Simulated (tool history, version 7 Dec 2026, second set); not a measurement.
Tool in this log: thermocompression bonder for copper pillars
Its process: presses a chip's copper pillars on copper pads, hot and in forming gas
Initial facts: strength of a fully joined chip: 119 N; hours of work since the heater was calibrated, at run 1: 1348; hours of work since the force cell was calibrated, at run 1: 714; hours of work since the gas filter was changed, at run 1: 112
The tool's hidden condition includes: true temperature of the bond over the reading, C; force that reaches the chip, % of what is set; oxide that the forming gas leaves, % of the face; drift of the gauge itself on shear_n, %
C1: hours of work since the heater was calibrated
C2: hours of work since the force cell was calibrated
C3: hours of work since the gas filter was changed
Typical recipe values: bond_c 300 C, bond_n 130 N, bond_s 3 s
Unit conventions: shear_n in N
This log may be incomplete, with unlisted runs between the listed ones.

run 1 day=0 | bond_c=300 bond_n=130 bond_s=3 | C1=1348 C2=714 C3=112 | shear_n=47.4
run 2 day=1.483 | bond_c=300 bond_n=130 bond_s=3 | C1=1376 C2=742 C3=140 | shear_n=47.6
-- day=1.817 heater calibrated with a thermocouple chip
run 3 day=3.229 | bond_c=300 bond_n=130 bond_s=3 | C1=27 C2=774 C3=171 | shear_n=43.3
run 4 day=4.554 | bond_c=300 bond_n=130 bond_s=6 | C1=52 C2=799 C3=197 | shear_n=55.3
run 5 day=5.417 | bond_c=300 bond_n=80 bond_s=3 | C1=68 C2=815 C3=213 | shear_n=23.7
run 6 day=6.942 | bond_c=300 bond_n=80 bond_s=3 | C1=97 C2=844 C3=242 | shear_n=23.8
run 7 day=8.492 | bond_c=300 bond_n=187 bond_s=3 | C1=127 C2=873 C3=271 | shear_n=63.4
run 8 day=9.367 | bond_c=300 bond_n=187 bond_s=3 | C1=143 C2=890 C3=288 | shear_n=63.7
run 9 day=10.192 | bond_c=300 bond_n=187 bond_s=3 | C1=159 C2=906 C3=303 | shear_n=64.5
run 10 day=11.888 | bond_c=300 bond_n=187 bond_s=3 | C1=191 C2=938 C3=336 | shear_n=64.4
run 11 day=13.012 | bond_c=299 bond_n=130 bond_s=3 | C1=212 C2=959 C3=357 | shear_n=42.2
run 12 day=14.021 | bond_c=299 bond_n=130 bond_s=3 | C1=231 C2=978 C3=376 | shear_n=42.7
-- day=15.188 force cell calibrated
run 13 day=15.375 | bond_c=300 bond_n=130 bond_s=3 | C1=256 C2=4 C3=400 | shear_n=42.5
run 14 day=16.208 | bond_c=300 bond_n=130 bond_s=6 | C1=272 C2=19 C3=416 | shear_n=53.4
run 15 day=17.904 | bond_c=300 bond_n=130 bond_s=3 | C1=304 C2=51 C3=448 | shear_n=41.7
run 16 day=18.9 | bond_c=300 bond_n=130 bond_s=3 | C1=323 C2=70 C3=467 | shear_n=41.6
run 17 day=20.325 | bond_c=300 bond_n=130 bond_s=3 | C1=350 C2=97 C3=494 | shear_n=41.6
-- day=20.633 forming gas filter changed
run 18 day=21.308 | bond_c=300 bond_n=130 bond_s=3 | C1=368 C2=116 C3=13 | shear_n=43.9
run 19 day=22.871 | bond_c=300 bond_n=130 bond_s=3 | C1=398 C2=145 C3=42 | shear_n=43
run 20 day=23.671 | bond_c=300 bond_n=130 bond_s=3 | C1=413 C2=160 C3=58 | shear_n=44.2
run 21 day=25.171 | bond_c=300 bond_n=130 bond_s=3 | C1=441 C2=189 C3=86 | shear_n=44.2
run 22 day=26.412 | bond_c=320 bond_n=170 bond_s=6 | C1=465 C2=212 C3=110 | shear_n=85.2
run 23 day=27.842 | bond_c=320 bond_n=170 bond_s=6 | C1=492 C2=239 C3=137 | shear_n=86
run 24 day=29.529 | bond_c=294 bond_n=89 bond_s=6 | C1=524 C2=271 C3=169 | shear_n=34.5
run 25 day=31.029 | bond_c=304 bond_n=82 bond_s=6 | C1=552 C2=300 C3=197 | shear_n=35.5
run 26 day=32.542 | bond_c=304 bond_n=82 bond_s=6 | C1=581 C2=329 C3=226 | shear_n=35.8
run 27 day=33.733 | bond_c=304 bond_n=120 bond_s=2 | C1=604 C2=351 C3=248 | shear_n=36.3
run 28 day=35.458 | bond_c=304 bond_n=120 bond_s=2 | C1=636 C2=384 C3=281 | shear_n=36.2
run 29 day=37.167 | bond_c=326 bond_n=159 bond_s=2 | C1=669 C2=416 C3=313 | shear_n=61.8
run 30 day=38.583 | bond_c=326 bond_n=159 bond_s=2 | C1=695 C2=443 C3=340 | shear_n=61.2
run 31 day=40.138 | bond_c=300 bond_n=166 bond_s=2 | C1=725 C2=473 C3=370 | shear_n=50.5
run 32 day=41.15 | bond_c=300 bond_n=166 bond_s=4 | C1=744 C2=492 C3=389 | shear_n=64
run 33 day=41.954 | bond_c=300 bond_n=166 bond_s=4 | C1=759 C2=507 C3=404 | shear_n=64.3
run 34 day=43.212 | bond_c=297 bond_n=193 bond_s=3 | C1=783 C2=531 C3=428 | shear_n=65.6
run 35 day=44.742 | bond_c=297 bond_n=144 bond_s=5 | C1=812 C2=560 C3=457 | shear_n=58.8
run 36 day=46.054 | bond_c=300 bond_n=130 bond_s=7 | C1=837 C2=585 C3=482 | shear_n=60.5
-- day=47.046 forming gas filter changed
run 37 day=47.108 | bond_c=298 bond_n=83 bond_s=6 | C1=857 C2=604 C3=1 | shear_n=36.5
run 38 day=48.517 | bond_c=294 bond_n=95 bond_s=6 | C1=883 C2=631 C3=28 | shear_n=39.9
run 39 day=49.862 | bond_c=309 bond_n=188 bond_s=3 | C1=909 C2=657 C3=53 | shear_n=74.1

Here are 3 independent what-if runs from the current tool condition. What would each one return?
run A day=50.788 | bond_c=276 bond_n=118 bond_s=3 | C1=926 C2=674 C3=71 | shear_n=?
run B day=50.788 | bond_c=321 bond_n=130 bond_s=3 | C1=926 C2=674 C3=71 | shear_n=?
run C day=50.788 | bond_c=325 bond_n=188 bond_s=2 | C1=926 C2=674 C3=71 | shear_n=?

run=A shear_n=30.4
run=B shear_n=58.1
run=C shear_n=74.9
What these runs would have given with no unlogged condition in the tool:
run=A shear_n=26.1
run=B shear_n=52.1
run=C shear_n=68.5
